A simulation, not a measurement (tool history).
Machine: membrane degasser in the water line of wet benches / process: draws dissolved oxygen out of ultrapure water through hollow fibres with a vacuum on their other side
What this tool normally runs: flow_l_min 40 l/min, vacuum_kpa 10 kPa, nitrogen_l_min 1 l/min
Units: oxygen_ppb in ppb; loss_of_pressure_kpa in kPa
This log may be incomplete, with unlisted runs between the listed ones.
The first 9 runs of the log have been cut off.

| run | hour | flow_l_min | vacuum_kpa | nitrogen_l_min | oxygen_ppb | loss_of_pressure_kpa |
|---|---|---|---|---|---|---|
| 10 | 367 | 40 | 10 | 1 | 651.4 | 68.88 |
| 11 | 405.9 | 40 | 10 | 1 | 656.1 | 69.03 |
| 12 | 453.5 | 40 | 10 | 1 | 654.9 | 68.83 |
| 13 | 493.4 | 40 | 10 | 1 | 646.9 | 69.14 |
| 14 | 547.6 | 40 | 10 | 1 | 657 | 68.75 |
|  | 553.5 | vacuum gauge calibrated |
| 15 | 605.6 | 40 | 24 | 1 | 1547 | 69.08 |
| 16 | 641.1 | 40 | 24 | 1 | 1535.4 | 68.93 |
| 17 | 674.3 | 40 | 11.2 | 1.18 | 675.3 | 69.07 |
| 18 | 722.9 | 41 | 10.1 | 2.7 | 382.9 | 71.23 |
| 19 | 778.8 | 29 | 10.1 | 2.4 | 265.1 | 49.7 |
| 20 | 807.8 | 40 | 19.7 | 0.57 | 1797.1 | 69.41 |
| 21 | 835.7 | 42 | 18.2 | 0.57 | 1755.4 | 72.91 |
|  | 859.3 | vacuum gauge calibrated, once more |
| 22 | 865.4 | 42 | 18.2 | 0.57 | 1720.9 | 72.27 |
| 23 | 900.7 | 42 | 18.2 | 0.57 | 1707.4 | 72.65 |
| 24 | 955.3 | 26 | 10.5 | 0.42 | 787.5 | 45.06 |
| 25 | 997 | 35 | 8.8 | 1.33 | 402.7 | 60.79 |
| 26 | 1044.6 | 27 | 10.9 | 1.61 | 343.6 | 46.57 |
| 27 | 1099 | 27 | 10.9 | 1.61 | 336.9 | 46.51 |
| 28 | 1156.5 | 27 | 10.9 | 1.61 | 341.2 | 46.91 |
| 29 | 1193.4 | 27 | 21.1 | 1 | 986.7 | 46.66 |
| 30 | 1249.7 | 49 | 9.2 | 1 | 712.9 | 84.92 |
| 31 | 1281.9 | 49 | 9.2 | 1 | 712.7 | 84.24 |

Branching from run 31: 3 alternative next runs. What would each branch give?
| A | 1320.9 | 26 | 17.3 | 0.44 | ? | ? |
| B | 1320.9 | 40 | 10 | 0.53 | ? | ? |
| C | 1320.9 | 31 | 6.6 | 0.45 | ? | ? |

| run | oxygen_ppb | loss_of_pressure_kpa |
|---|---|---|
| A | 1353.6 | 45.17 |
| B | 909.4 | 69.39 |
| C | 465.1 | 53.5 |
With no hidden state in the tool, these same runs would have given:
| run | oxygen_ppb | loss_of_pressure_kpa |
|---|---|---|
| A | 1353.8 | 44.6 |
| B | 906.6 | 68.51 |
| C | 460.4 | 52.83 |
